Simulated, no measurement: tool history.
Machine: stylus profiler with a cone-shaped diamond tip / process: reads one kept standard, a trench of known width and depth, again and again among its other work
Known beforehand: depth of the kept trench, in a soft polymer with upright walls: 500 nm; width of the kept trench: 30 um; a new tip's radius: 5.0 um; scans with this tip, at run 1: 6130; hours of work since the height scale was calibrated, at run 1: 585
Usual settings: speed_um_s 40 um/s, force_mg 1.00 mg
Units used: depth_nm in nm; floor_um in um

run    hour  speed_um_s  force_mg  scans with this tip  hours of work since the height scale was calibrated  depth_nm  floor_um
  1     0.0          40      1.00                 6130                                                  585    501.40     25.41
  2   107.0          40      1.00                 6700                                                  639    501.55     25.40
  3   199.6          40      2.67                 7192                                                  686    503.14     25.50
  4   307.3         123      1.00                 7765                                                  741    501.54     24.98
  5   434.6         123      1.00                 8443                                                  805    501.71     24.97
  6   512.8         123      1.00                 8859                                                  845    501.54     24.99
  7   575.2         123      1.00                 9191                                                  877    501.42     24.98
  8   654.1         123      1.00                 9611                                                  917    501.43     24.96
  9   731.8         123      1.00                10025                                                  956    501.67     25.00
 10   821.2         123      1.00                10501                                                 1001    501.51     24.99
 11   937.7         123      1.00                11121                                                 1061    501.35     25.02
 12  1032.0          40      1.29                11622                                                 1108    501.62     25.47
 13  1138.0          40      1.29                12186                                                 1162    501.71     25.48
 14  1259.4          40      0.69                12833                                                 1224    501.26     25.39
 15  1370.3          40      0.69                13423                                                 1280    501.15     25.36
 16  1429.4          40      0.69                13738                                                 1310    501.29     25.33
 17  1489.0          16      2.01                14054                                                 1340    502.30     25.54
 18  1543.5          85      0.35                14345                                                 1368    501.00     24.89
 19  1665.7          23      1.00                14995                                                 1430    501.32     25.51
 20  1746.6         113      0.96                15426                                                 1471    501.58     25.02
 21  1845.1          17      1.09                15950                                                 1521    501.36     25.55
 22  1943.4         107      1.44                16473                                                 1571    501.64     25.17
 23  2073.3          69      1.00                17164                                                 1637    501.64     25.27
 24  2127.1          58      0.40                17451                                                 1664    500.75     25.14
 25  2192.6          58      0.57                17799                                                 1698    500.89     25.17
 26  2268.6          26      0.36                18204                                                 1736    500.70     25.41
 27  2395.6          11      2.37                18880                                                 1801    502.79     25.57
 28  2509.1          11      2.37                19484                                                 1858    502.70     25.58
 29  2581.3          11      2.37                19868                                                 1895    502.75     25.55
 30  2695.0          73      2.18                20473                                                 1953    502.13     25.37
 31  2826.7         113      0.79                21174                                                 2019    501.16     24.99
 32  2919.1          11      1.00                21666                                                 2066    501.37     25.56

Pick out some run-to-run changes in floor_um. Of each, how much would a tool without hidden state show as well, from the settings, what came in and chance, and how much is left for the hidden state and any gauge scatter not in both results compared?
Hidden state at play: radius of the tip, um; height scale over the true one, %; drift of the gauge itself on depth_nm, %; drift of the gauge itself on floor_um, %.
Run 2 -> 3: force_mg 1.00 -> 2.67. floor_um +0.10 um: hidden state -0.01, all else +0.11.
Run 3 -> 4: speed_um_s 40 -> 123, force_mg 2.67 -> 1.00. floor_um -0.52 um: hidden state +0.01, all else -0.53.
Run 4 -> 5: no setting touched and nothing written in the log between the runs. floor_um -0.01 um: hidden state -0.01, all else +0.00.
Run 17 -> 18: speed_um_s 16 -> 85, force_mg 2.01 -> 0.35. floor_um -0.65 um: hidden state +0.00, all else -0.65.
Run 18 -> 19: speed_um_s 85 -> 23, force_mg 0.35 -> 1.00. floor_um +0.62 um: hidden state -0.01, all else +0.63.
Run 31 -> 32: speed_um_s 113 -> 11, force_mg 0.79 -> 1.00. floor_um +0.57 um: hidden state +0.00, all else +0.57.

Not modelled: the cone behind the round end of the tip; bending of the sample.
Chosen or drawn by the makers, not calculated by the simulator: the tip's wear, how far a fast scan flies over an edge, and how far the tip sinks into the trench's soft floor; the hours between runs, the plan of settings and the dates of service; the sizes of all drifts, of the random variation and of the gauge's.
